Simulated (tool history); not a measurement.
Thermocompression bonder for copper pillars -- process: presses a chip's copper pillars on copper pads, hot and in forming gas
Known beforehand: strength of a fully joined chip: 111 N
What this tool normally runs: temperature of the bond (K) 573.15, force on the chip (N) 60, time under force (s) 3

| run | hour | temperature of the bond (K) | force on the chip (N) | time under force (s) | force that shears a chip off (N) |
|---|---|---|---|---|---|
| 1 | 0 | 573.15 | 60 | 3 | 50.8 |
| 2 | 9.5 | 573.15 | 36 | 3 | 35.4 |
| 3 | 14.5 | 573.15 | 36 | 3 | 35 |
| 4 | 21.4 | 573.15 | 36 | 3 | 34.5 |
| 5 | 30.7 | 573.15 | 36 | 3 | 34.5 |
| 6 | 42 | 573.15 | 36 | 3 | 35 |
| 7 | 50.9 | 573.15 | 36 | 3 | 35.5 |
| 8 | 57.7 | 573.15 | 60 | 3 | 48.6 |
| 9 | 62.7 | 573.15 | 60 | 3 | 49.6 |
| 10 | 69.9 | 573.15 | 60 | 3 | 49 |
| 11 | 79.9 | 573.15 | 59 | 3 | 48.7 |
| 12 | 86.4 | 573.15 | 60 | 3 | 48.9 |
| 13 | 93 | 573.15 | 60 | 3 | 48.5 |
| 14 | 97.9 | 573.15 | 60 | 3 | 49.2 |
|  | 101 | forming gas filter changed |
| 15 | 105.5 | 573.15 | 60 | 3 | 49.1 |
|  | 107.5 | force cell calibrated |
| 16 | 118 | 573.15 | 60 | 3 | 50 |
| 17 | 123.4 | 573.15 | 60 | 3 | 49.1 |
|  | 129.2 | force cell calibrated, once more |
| 18 | 131.6 | 573.15 | 60 | 3 | 50.7 |
| 19 | 137.4 | 573.15 | 60 | 3 | 49.7 |
| 20 | 146.5 | 584.15 | 60 | 3 | 56.6 |
| 21 | 152.4 | 594.15 | 46 | 2 | 45.5 |
| 22 | 159.5 | 594.15 | 46 | 5 | 63.5 |
| 23 | 167.3 | 599.15 | 74 | 8 | 91.2 |
| 24 | 173.5 | 581.15 | 60 | 3 | 53.7 |
| 25 | 181.9 | 581.15 | 60 | 3 | 53.4 |
| 26 | 192.8 | 575.15 | 41 | 2 | 33 |
| 27 | 199.5 | 559.15 | 48 | 2 | 29.4 |
| 28 | 207.1 | 559.15 | 48 | 2 | 29.4 |
| 29 | 213.5 | 570.15 | 75 | 3 | 54.4 |
| 30 | 218.7 | 570.15 | 84 | 3 | 57.7 |
| 31 | 226.2 | 586.15 | 60 | 5 | 66.7 |
| 32 | 234.2 | 586.15 | 71 | 5 | 70.7 |
| 33 | 239.6 | 586.15 | 71 | 5 | 71.1 |
| 34 | 248.9 | 586.15 | 71 | 5 | 72.9 |
| 35 | 257.8 | 586.15 | 67 | 6 | 70.8 |
| 36 | 265.2 | 553.15 | 88 | 2 | 40.6 |
| 37 | 276.3 | 550.15 | 41 | 2 | 22 |
| 38 | 282.3 | 559.15 | 88 | 6 | 65 |
| 39 | 288.2 | 559.15 | 88 | 6 | 64.8 |
| 40 | 293.9 | 586.15 | 87 | 3 | 68.8 |

Consider 3 possible next runs. They are alternatives, not a sequence: every one starts from the tool as it was left by run 40. What does each give?
| A | 299.7 | 548.15 | 74 | 7 | ? |
| B | 299.7 | 558.15 | 74 | 2 | ? |
| C | 299.7 | 586.15 | 65 | 3 | ? |

| run | force that shears a chip off (N) |
|---|---|
| A | 54.7 |
| B | 38 |
| C | 58.6 |
With no hidden state in the tool, these same runs would have given:
| run | force that shears a chip off (N) |
|---|---|
| A | 62 |
| B | 43.7 |
| C | 65.3 |
